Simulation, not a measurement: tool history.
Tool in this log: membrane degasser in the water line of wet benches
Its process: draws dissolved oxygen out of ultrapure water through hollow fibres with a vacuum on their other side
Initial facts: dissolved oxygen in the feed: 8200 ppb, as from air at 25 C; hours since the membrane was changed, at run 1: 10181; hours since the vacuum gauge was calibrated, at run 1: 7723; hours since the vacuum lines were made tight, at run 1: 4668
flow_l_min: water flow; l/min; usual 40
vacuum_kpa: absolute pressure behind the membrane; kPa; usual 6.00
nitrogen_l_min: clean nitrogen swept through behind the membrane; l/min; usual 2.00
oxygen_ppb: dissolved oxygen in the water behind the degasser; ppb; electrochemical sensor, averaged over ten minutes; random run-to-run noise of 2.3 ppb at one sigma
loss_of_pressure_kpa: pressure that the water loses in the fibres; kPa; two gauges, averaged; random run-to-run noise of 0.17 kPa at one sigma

| run | hour | flow_l_min | vacuum_kpa | nitrogen_l_min | hours since the membrane was changed | hours since the vacuum gauge was calibrated | hours since the vacuum lines were made tight | oxygen_ppb | loss_of_pressure_kpa |
|---|---|---|---|---|---|---|---|---|---|
| 1 | 0.0 | 40 | 6.00 | 2.00 | 10181 | 7723 | 4668 | 230.4 | 25.56 |
| 2 | 140.6 | 40 | 6.00 | 2.00 | 10322 | 7864 | 4809 | 230.8 | 25.57 |
| 3 | 252.9 | 40 | 6.00 | 2.00 | 10434 | 7976 | 4921 | 232.8 | 25.41 |
| 4 | 377.9 | 40 | 6.00 | 2.00 | 10559 | 8101 | 5046 | 228.0 | 25.36 |
| 5 | 555.2 | 40 | 6.00 | 2.00 | 10736 | 8279 | 5223 | 227.2 | 25.52 |
| 6 | 680.6 | 40 | 6.00 | 2.00 | 10862 | 8404 | 5349 | 227.5 | 25.26 |
|  | 742.7 | vacuum gauge calibrated |
| 7 | 867.5 | 40 | 6.00 | 2.00 | 11048 | 125 | 5535 | 227.6 | 25.34 |
| 8 | 1103.9 | 40 | 6.00 | 2.00 | 11285 | 361 | 5772 | 233.9 | 25.21 |
| 9 | 1273.6 | 40 | 6.00 | 2.00 | 11454 | 531 | 5941 | 229.9 | 25.37 |
| 10 | 1484.0 | 40 | 6.00 | 2.00 | 11665 | 741 | 6152 | 233.7 | 25.66 |
| 11 | 1601.8 | 40 | 6.00 | 2.00 | 11782 | 859 | 6269 | 233.0 | 25.62 |
| 12 | 1730.1 | 40 | 6.00 | 2.00 | 11911 | 987 | 6398 | 230.1 | 25.51 |
| 13 | 1897.8 | 40 | 6.00 | 2.00 | 12079 | 1155 | 6565 | 234.8 | 25.66 |
| 14 | 2064.5 | 40 | 6.00 | 2.00 | 12245 | 1322 | 6732 | 228.7 | 25.39 |
| 15 | 2283.8 | 40 | 6.00 | 2.00 | 12464 | 1541 | 6951 | 231.7 | 25.32 |
| 16 | 2518.8 | 40 | 6.00 | 2.00 | 12699 | 1776 | 7186 | 232.9 | 25.53 |
| 17 | 2750.6 | 40 | 6.00 | 2.00 | 12931 | 2008 | 7418 | 232.3 | 25.15 |
| 18 | 2992.6 | 40 | 6.00 | 1.67 | 13173 | 2250 | 7660 | 249.8 | 25.82 |
| 19 | 3174.5 | 52 | 4.37 | 4.19 | 13355 | 2432 | 7842 | 228.9 | 32.86 |
| 20 | 3279.1 | 52 | 4.37 | 4.19 | 13460 | 2536 | 7947 | 235.2 | 33.13 |
| 21 | 3412.2 | 31 | 9.35 | 2.19 | 13593 | 2670 | 8080 | 247.6 | 19.64 |
| 22 | 3645.8 | 26 | 10.78 | 1.76 | 13826 | 2903 | 8313 | 279.2 | 16.69 |
| 23 | 3906.0 | 40 | 6.00 | 2.33 | 14087 | 3163 | 8574 | 214.2 | 25.23 |
| 24 | 4079.6 | 40 | 13.22 | 1.88 | 14260 | 3337 | 8747 | 542.4 | 25.83 |
| 25 | 4311.0 | 53 | 10.35 | 2.27 | 14492 | 3568 | 8979 | 550.6 | 33.84 |

What will run 26 give?
| 26 | 4536.6 | 53 | 10.35 | 2.27 | 14717 | 3794 | 9204 | ? | ? |

Run 26 produced oxygen_ppb 549.1 ppb, loss_of_pressure_kpa 33.42 kPa.
With the hidden condition absent and the run-to-run variation left alone, this run would have shown oxygen_ppb 548.1 ppb, loss_of_pressure_kpa 33.38 kPa.
